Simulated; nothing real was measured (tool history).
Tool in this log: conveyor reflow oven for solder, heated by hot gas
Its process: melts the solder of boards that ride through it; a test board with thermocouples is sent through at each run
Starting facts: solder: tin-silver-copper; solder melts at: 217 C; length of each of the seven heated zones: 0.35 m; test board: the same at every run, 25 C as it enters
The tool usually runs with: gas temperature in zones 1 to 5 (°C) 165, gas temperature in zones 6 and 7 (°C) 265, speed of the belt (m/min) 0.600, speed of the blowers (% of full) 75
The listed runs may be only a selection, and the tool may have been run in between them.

| run | hour | gas temperature in zones 1 to 5 (°C) | gas temperature in zones 6 and 7 (°C) | speed of the belt (m/min) | speed of the blowers (% of full) | highest temperature of the board (°C) | time above the solder's melting point (s) |
|---|---|---|---|---|---|---|---|
| 1 | 0.0 | 165 | 265 | 0.600 | 75 | 250.1 | 49.4 |
| 2 | 32.5 | 165 | 265 | 0.600 | 75 | 250.1 | 48.6 |
| 3 | 83.2 | 165 | 265 | 0.600 | 75 | 249.9 | 49.2 |
| 4 | 129.0 | 165 | 265 | 0.600 | 75 | 249.7 | 49.7 |
| 5 | 165.3 | 165 | 265 | 0.502 | 75 | 254.7 | 63.8 |
| 6 | 217.5 | 165 | 265 | 0.502 | 75 | 254.3 | 64.1 |
| 7 | 274.0 | 165 | 255 | 0.600 | 75 | 240.5 | 42.3 |
| 8 | 306.9 | 165 | 265 | 0.600 | 75 | 249.5 | 48.7 |
| 9 | 343.2 | 169 | 265 | 0.600 | 75 | 250.1 | 50.1 |
| 10 | 373.8 | 165 | 265 | 0.575 | 75 | 250.4 | 51.9 |
|  | 415.0 | flux residue cleaned out of gas plates and filters |
| 11 | 421.9 | 165 | 265 | 0.575 | 75 | 249.3 | 51.0 |
| 12 | 450.4 | 165 | 265 | 0.575 | 75 | 249.2 | 49.9 |
| 13 | 482.6 | 165 | 265 | 0.575 | 75 | 249.2 | 50.3 |
|  | 509.8 | flux residue cleaned out of gas plates and filters, once more |
| 14 | 531.3 | 165 | 265 | 0.575 | 75 | 251.8 | 53.1 |
|  | 559.3 | thermocouples of zones 6 and 7 changed |
| 15 | 585.0 | 165 | 261 | 0.643 | 75 | 244.7 | 41.8 |
| 16 | 610.4 | 165 | 258 | 0.600 | 75 | 244.1 | 45.1 |
| 17 | 657.5 | 162 | 259 | 0.506 | 65 | 246.3 | 55.6 |
| 18 | 701.6 | 152 | 262 | 0.588 | 53 | 236.2 | 32.7 |
| 19 | 739.9 | 152 | 265 | 0.588 | 53 | 238.8 | 35.1 |
| 20 | 788.3 | 165 | 275 | 0.600 | 68 | 256.1 | 53.0 |
| 21 | 840.8 | 175 | 260 | 0.600 | 79 | 247.8 | 52.0 |
| 22 | 889.0 | 163 | 259 | 0.600 | 79 | 245.0 | 45.6 |
| 23 | 918.0 | 172 | 259 | 0.600 | 61 | 241.0 | 42.8 |
| 24 | 946.5 | 165 | 265 | 0.677 | 59 | 238.7 | 32.8 |
| 25 | 993.1 | 165 | 265 | 0.677 | 59 | 238.4 | 32.3 |
|  | 1015.5 | flux residue cleaned out of gas plates and filters |
| 26 | 1023.9 | 165 | 265 | 0.677 | 59 | 240.5 | 35.1 |
| 27 | 1078.0 | 165 | 265 | 0.708 | 51 | 233.7 | 25.5 |

Forecast each of these 4 alternatives for the next run:
| A | 1126.3 | 162 | 268 | 0.600 | 75 | ? | ? |
| B | 1126.3 | 165 | 265 | 0.600 | 53 | ? | ? |
| C | 1126.3 | 165 | 270 | 0.708 | 79 | ? | ? |
| D | 1126.3 | 165 | 265 | 0.532 | 74 | ? | ? |

| run | highest temperature of the board (°C) | time above the solder's melting point (s) |
|---|---|---|
| A | 253.5 | 51.4 |
| B | 242.3 | 41.1 |
| C | 251.3 | 41.7 |
| D | 254.3 | 60.9 |
Without the tool's unlogged condition, the same runs would have read:
| run | highest temperature of the board (°C) | time above the solder's melting point (s) |
|---|---|---|
| A | 252.1 | 48.9 |
| B | 240.7 | 38.1 |
| C | 249.9 | 39.5 |
| D | 253.0 | 58.1 |
